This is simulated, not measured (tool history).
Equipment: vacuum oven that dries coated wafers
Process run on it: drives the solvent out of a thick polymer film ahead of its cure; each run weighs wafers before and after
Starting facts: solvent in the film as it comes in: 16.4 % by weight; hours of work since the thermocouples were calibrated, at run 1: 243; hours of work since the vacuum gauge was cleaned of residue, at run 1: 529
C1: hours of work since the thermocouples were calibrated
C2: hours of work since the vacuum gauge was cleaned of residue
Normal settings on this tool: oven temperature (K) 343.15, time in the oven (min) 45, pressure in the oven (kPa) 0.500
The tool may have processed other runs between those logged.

{"run": 1, "day": 0.0, "oven temperature (K)": 343.15, "time in the oven (min)": 45, "pressure in the oven (kPa)": 0.5, "C1": 243, "C2": 529, "solvent left in the film (%)": 1.47}
{"run": 2, "day": 1.0, "oven temperature (K)": 343.15, "time in the oven (min)": 45, "pressure in the oven (kPa)": 0.5, "C1": 257, "C2": 542, "solvent left in the film (%)": 1.47}
{"run": 3, "day": 2.392, "oven temperature (K)": 343.15, "time in the oven (min)": 45, "pressure in the oven (kPa)": 0.5, "C1": 276, "C2": 562, "solvent left in the film (%)": 1.48}
{"run": 4, "day": 3.65, "oven temperature (K)": 343.15, "time in the oven (min)": 45, "pressure in the oven (kPa)": 0.5, "C1": 294, "C2": 579, "solvent left in the film (%)": 1.47}
{"run": 5, "day": 4.542, "oven temperature (K)": 339.15, "time in the oven (min)": 45, "pressure in the oven (kPa)": 0.5, "C1": 306, "C2": 592, "solvent left in the film (%)": 2.57}
{"run": 6, "day": 5.746, "oven temperature (K)": 339.15, "time in the oven (min)": 45, "pressure in the oven (kPa)": 0.5, "C1": 323, "C2": 608, "solvent left in the film (%)": 2.55}
{"run": 7, "day": 7.104, "oven temperature (K)": 328.15, "time in the oven (min)": 45, "pressure in the oven (kPa)": 0.5, "C1": 342, "C2": 627, "solvent left in the film (%)": 6.96}
{"run": 8, "day": 8.129, "oven temperature (K)": 328.15, "time in the oven (min)": 45, "pressure in the oven (kPa)": 0.5, "C1": 356, "C2": 641, "solvent left in the film (%)": 6.94}
{"run": 9, "day": 9.158, "oven temperature (K)": 343.15, "time in the oven (min)": 45, "pressure in the oven (kPa)": 0.5, "C1": 370, "C2": 655, "solvent left in the film (%)": 1.45}
{"run": 10, "day": 10.354, "oven temperature (K)": 343.15, "time in the oven (min)": 45, "pressure in the oven (kPa)": 0.5, "C1": 387, "C2": 672, "solvent left in the film (%)": 1.47}
{"run": 11, "day": 11.492, "oven temperature (K)": 342.15, "time in the oven (min)": 45, "pressure in the oven (kPa)": 0.5, "C1": 402, "C2": 688, "solvent left in the film (%)": 1.66}
{"run": 12, "day": 12.888, "oven temperature (K)": 342.15, "time in the oven (min)": 45, "pressure in the oven (kPa)": 0.582, "C1": 422, "C2": 707, "solvent left in the film (%)": 1.76}
{"run": 13, "day": 14.267, "oven temperature (K)": 342.15, "time in the oven (min)": 45, "pressure in the oven (kPa)": 1.969, "C1": 441, "C2": 726, "solvent left in the film (%)": 2.96}
{"run": 14, "day": 15.6, "oven temperature (K)": 342.15, "time in the oven (min)": 45, "pressure in the oven (kPa)": 1.969, "C1": 459, "C2": 745, "solvent left in the film (%)": 2.94}
{"run": 15, "day": 16.233, "oven temperature (K)": 342.15, "time in the oven (min)": 45, "pressure in the oven (kPa)": 0.266, "C1": 468, "C2": 753, "solvent left in the film (%)": 1.45}
{"run": 16, "day": 17.512, "oven temperature (K)": 342.15, "time in the oven (min)": 45, "pressure in the oven (kPa)": 0.266, "C1": 486, "C2": 771, "solvent left in the film (%)": 1.48}
{"run": 17, "day": 18.208, "oven temperature (K)": 342.15, "time in the oven (min)": 59, "pressure in the oven (kPa)": 0.266, "C1": 495, "C2": 781, "solvent left in the film (%)": 0.88}
{"run": 18, "day": 18.908, "oven temperature (K)": 347.15, "time in the oven (min)": 59, "pressure in the oven (kPa)": 0.266, "C1": 505, "C2": 790, "solvent left in the film (%)": 0.4}
{"run": 19, "day": 20.225, "oven temperature (K)": 346.15, "time in the oven (min)": 45, "pressure in the oven (kPa)": 0.5, "C1": 523, "C2": 809, "solvent left in the film (%)": 0.93}
{"run": 20, "day": 21.408, "oven temperature (K)": 346.15, "time in the oven (min)": 45, "pressure in the oven (kPa)": 0.5, "C1": 540, "C2": 825, "solvent left in the film (%)": 0.92}
{"run": 21, "day": 22.562, "oven temperature (K)": 344.15, "time in the oven (min)": 45, "pressure in the oven (kPa)": 0.5, "C1": 556, "C2": 841, "solvent left in the film (%)": 1.23}
{"run": 22, "day": 23.325, "oven temperature (K)": 335.15, "time in the oven (min)": 42, "pressure in the oven (kPa)": 0.342, "C1": 566, "C2": 852, "solvent left in the film (%)": 4.12}
{"run": 23, "day": 24.083, "oven temperature (K)": 329.15, "time in the oven (min)": 57, "pressure in the oven (kPa)": 0.5, "C1": 577, "C2": 862, "solvent left in the film (%)": 5.44}
{"run": 24, "day": 24.988, "oven temperature (K)": 343.15, "time in the oven (min)": 39, "pressure in the oven (kPa)": 1.382, "C1": 589, "C2": 875, "solvent left in the film (%)": 2.53}
{"run": 25, "day": 26.388, "oven temperature (K)": 333.15, "time in the oven (min)": 36, "pressure in the oven (kPa)": 0.657, "C1": 609, "C2": 894, "solvent left in the film (%)": 5.96}
{"run": 26, "day": 27.117, "oven temperature (K)": 333.15, "time in the oven (min)": 36, "pressure in the oven (kPa)": 0.657, "C1": 619, "C2": 904, "solvent left in the film (%)": 5.96}
{"run": 27, "day": 28.025, "oven temperature (K)": 333.15, "time in the oven (min)": 36, "pressure in the oven (kPa)": 0.657, "C1": 631, "C2": 917, "solvent left in the film (%)": 5.92}
{"run": 28, "day": 28.7, "oven temperature (K)": 333.15, "time in the oven (min)": 45, "pressure in the oven (kPa)": 0.737, "C1": 641, "C2": 926, "solvent left in the film (%)": 5.01}
{"run": 29, "day": 29.838, "oven temperature (K)": 330.15, "time in the oven (min)": 57, "pressure in the oven (kPa)": 0.462, "C1": 656, "C2": 942, "solvent left in the film (%)": 4.91}
{"run": 30, "day": 31.017, "oven temperature (K)": 352.15, "time in the oven (min)": 36, "pressure in the oven (kPa)": 1.81, "C1": 673, "C2": 958, "solvent left in the film (%)": 1.35}
{"run": 31, "day": 32.133, "oven temperature (K)": 352.15, "time in the oven (min)": 36, "pressure in the oven (kPa)": 1.81, "C1": 688, "C2": 974, "solvent left in the film (%)": 1.35}
{"run": 32, "day": 33.508, "oven temperature (K)": 352.15, "time in the oven (min)": 39, "pressure in the oven (kPa)": 0.43, "C1": 707, "C2": 993, "solvent left in the film (%)": 0.47}
{"run": 33, "day": 34.604, "oven temperature (K)": 341.15, "time in the oven (min)": 77, "pressure in the oven (kPa)": 1.673, "C1": 722, "C2": 1008, "solvent left in the film (%)": 1.99}
{"run": 34, "day": 35.896, "oven temperature (K)": 343.15, "time in the oven (min)": 28, "pressure in the oven (kPa)": 0.5, "C1": 740, "C2": 1026, "solvent left in the film (%)": 2.94}
{"run": 35, "day": 36.588, "oven temperature (K)": 346.15, "time in the oven (min)": 37, "pressure in the oven (kPa)": 0.426, "C1": 750, "C2": 1035, "solvent left in the film (%)": 1.21}
{"run": 36, "day": 37.992, "oven temperature (K)": 337.15, "time in the oven (min)": 23, "pressure in the oven (kPa)": 0.349, "C1": 769, "C2": 1055, "solvent left in the film (%)": 6.08}
{"run": 37, "day": 38.746, "oven temperature (K)": 337.15, "time in the oven (min)": 23, "pressure in the oven (kPa)": 0.349, "C1": 780, "C2": 1065, "solvent left in the film (%)": 6.1}
{"run": 38, "day": 39.683, "oven temperature (K)": 350.15, "time in the oven (min)": 27, "pressure in the oven (kPa)": 0.65, "C1": 793, "C2": 1078, "solvent left in the film (%)": 1.28}
{"run": 39, "day": 40.304, "oven temperature (K)": 336.15, "time in the oven (min)": 48, "pressure in the oven (kPa)": 1.354, "C1": 801, "C2": 1087, "solvent left in the film (%)": 4.11}
{"run": 40, "day": 41.204, "oven temperature (K)": 336.15, "time in the oven (min)": 48, "pressure in the oven (kPa)": 1.354, "C1": 814, "C2": 1099, "solvent left in the film (%)": 4.12}
{"run": 41, "day": 42.371, "oven temperature (K)": 356.15, "time in the oven (min)": 57, "pressure in the oven (kPa)": 0.549, "C1": 830, "C2": 1115, "solvent left in the film (%)": 0.35}

Forecast each of these 3 alternatives for the next run:
{"run": "A", "day": 43.762, "oven temperature (K)": 329.15, "time in the oven (min)": 24, "pressure in the oven (kPa)": 0.5, "C1": 849, "C2": 1135, "solvent left in the film (%)": "?"}
{"run": "B", "day": 43.762, "oven temperature (K)": 344.15, "time in the oven (min)": 24, "pressure in the oven (kPa)": 0.48, "C1": 849, "C2": 1135, "solvent left in the film (%)": "?"}
{"run": "C", "day": 43.762, "oven temperature (K)": 345.15, "time in the oven (min)": 61, "pressure in the oven (kPa)": 0.523, "C1": 849, "C2": 1135, "solvent left in the film (%)": "?"}

run=A solvent_left_in_the_film_(%)=9.02
run=B solvent_left_in_the_film_(%)=3.18
run=C solvent_left_in_the_film_(%)=0.73
Without the tool's hidden state the same runs would have given:
run=A solvent_left_in_the_film_(%)=9.13
run=B solvent_left_in_the_film_(%)=3.32
run=C solvent_left_in_the_film_(%)=0.65

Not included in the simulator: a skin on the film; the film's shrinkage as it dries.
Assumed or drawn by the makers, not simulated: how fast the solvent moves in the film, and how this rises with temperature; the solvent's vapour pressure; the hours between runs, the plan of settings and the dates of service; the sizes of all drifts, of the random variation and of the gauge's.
